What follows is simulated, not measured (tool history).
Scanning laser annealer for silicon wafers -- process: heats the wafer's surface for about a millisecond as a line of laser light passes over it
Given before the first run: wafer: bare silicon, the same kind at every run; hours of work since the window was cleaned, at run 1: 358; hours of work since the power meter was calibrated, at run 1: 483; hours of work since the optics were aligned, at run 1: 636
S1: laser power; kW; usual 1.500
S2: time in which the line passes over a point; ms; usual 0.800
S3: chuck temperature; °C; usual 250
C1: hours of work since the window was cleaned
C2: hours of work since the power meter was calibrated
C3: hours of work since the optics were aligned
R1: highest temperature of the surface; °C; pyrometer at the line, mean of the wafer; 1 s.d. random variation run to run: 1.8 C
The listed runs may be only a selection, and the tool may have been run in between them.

Run 1, hour 0.0: usual settings; C1 358; C2 483; C3 636. Result: R1 985 °C.
Run 2, hour 21.6: usual settings; C1 375; C2 500; C3 653. Result: R1 984 °C.
Run 3, hour 37.8: usual settings; C1 387; C2 512; C3 665. Result: R1 978 °C.
Run 4, hour 65.1: usual settings; C1 408; C2 533; C3 686. Result: R1 985 °C.
Run 5, hour 93.3: usual settings but S1 1.649 kW; C1 430; C2 554; C3 708. Result: R1 1071 °C.
Run 6, hour 129.2: usual settings but S1 1.649 kW; C1 457; C2 582; C3 735. Result: R1 1075 °C.
Run 7, hour 158.8: usual settings but S1 1.649 kW; C1 480; C2 605; C3 758. Result: R1 1072 °C.
Run 8, hour 183.8: usual settings but S1 1.382 kW; C1 499; C2 624; C3 777. Result: R1 912 °C.
Run 9, hour 207.1: usual settings; C1 517; C2 642; C3 795. Result: R1 981 °C.
At hour 217.0: window over the wafer cleaned.
Run 10, hour 234.9: usual settings; C1 14; C2 662; C3 815. Result: R1 983 °C.
Run 11, hour 255.7: usual settings; C1 30; C2 678; C3 831. Result: R1 985 °C.
Run 12, hour 280.5: usual settings; C1 49; C2 697; C3 850. Result: R1 983 °C.
Run 13, hour 307.4: usual settings; C1 69; C2 717; C3 870. Result: R1 982 °C.
Run 14, hour 337.9: usual settings but S1 1.360 kW; C1 93; C2 741; C3 894. Result: R1 906 °C.
Run 15, hour 373.0: usual settings but S1 1.369 kW, S2 0.703 ms, S3 265 °C; C1 120; C2 767; C3 921. Result: R1 881 °C.
Run 16, hour 388.4: usual settings but S1 1.280 kW, S2 0.895 ms, S3 214 °C; C1 131; C2 779; C3 932. Result: R1 856 °C.
Run 17, hour 405.9: usual settings but S1 1.646 kW, S2 0.810 ms, S3 237 °C; C1 145; C2 793; C3 946. Result: R1 1065 °C.
Run 18, hour 437.8: usual settings but S1 1.636 kW, S2 0.709 ms; C1 169; C2 817; C3 970. Result: R1 1020 °C.
Run 19, hour 458.4: usual settings but S1 1.636 kW, S2 0.678 ms, S3 251 °C; C1 185; C2 833; C3 986. Result: R1 1002 °C.
Run 20, hour 494.4: usual settings but S1 1.568 kW, S3 283 °C; C1 213; C2 861; C3 1014. Result: R1 1057 °C.
Run 21, hour 518.4: usual settings but S1 1.568 kW, S3 283 °C; C1 231; C2 879; C3 1032. Result: R1 1057 °C.
Run 22, hour 542.0: usual settings but S2 0.634 ms, S3 256 °C; C1 249; C2 897; C3 1050. Result: R1 907 °C.
Run 23, hour 577.9: usual settings but S2 0.634 ms, S3 256 °C; C1 277; C2 925; C3 1078. Result: R1 911 °C.
Run 24, hour 610.9: usual settings but S1 1.646 kW, S2 0.663 ms; C1 302; C2 950; C3 1103. Result: R1 998 °C.
Run 25, hour 637.1: usual settings but S1 1.646 kW, S2 0.663 ms; C1 322; C2 970; C3 1123. Result: R1 993 °C.

Predict each of these 3 candidate next runs independently; none follows another, all start after run 25:
Run A, hour 659.6: usual settings but S2 0.835 ms, S3 241 °C; C1 339; C2 987; C3 1140. Result: R1 ?.
Run B, hour 659.6: usual settings but S1 1.646 kW, S2 0.649 ms; C1 339; C2 987; C3 1140. Result: R1 ?.
Run C, hour 659.6: usual settings but S1 1.646 kW, S2 0.561 ms, S3 238 °C; C1 339; C2 987; C3 1140. Result: R1 ?.

run   R1
  A  991
  B  988
  C  927
What these runs would have given with no unlogged condition in the tool:
run   R1
  A  992
  B  989
  C  928
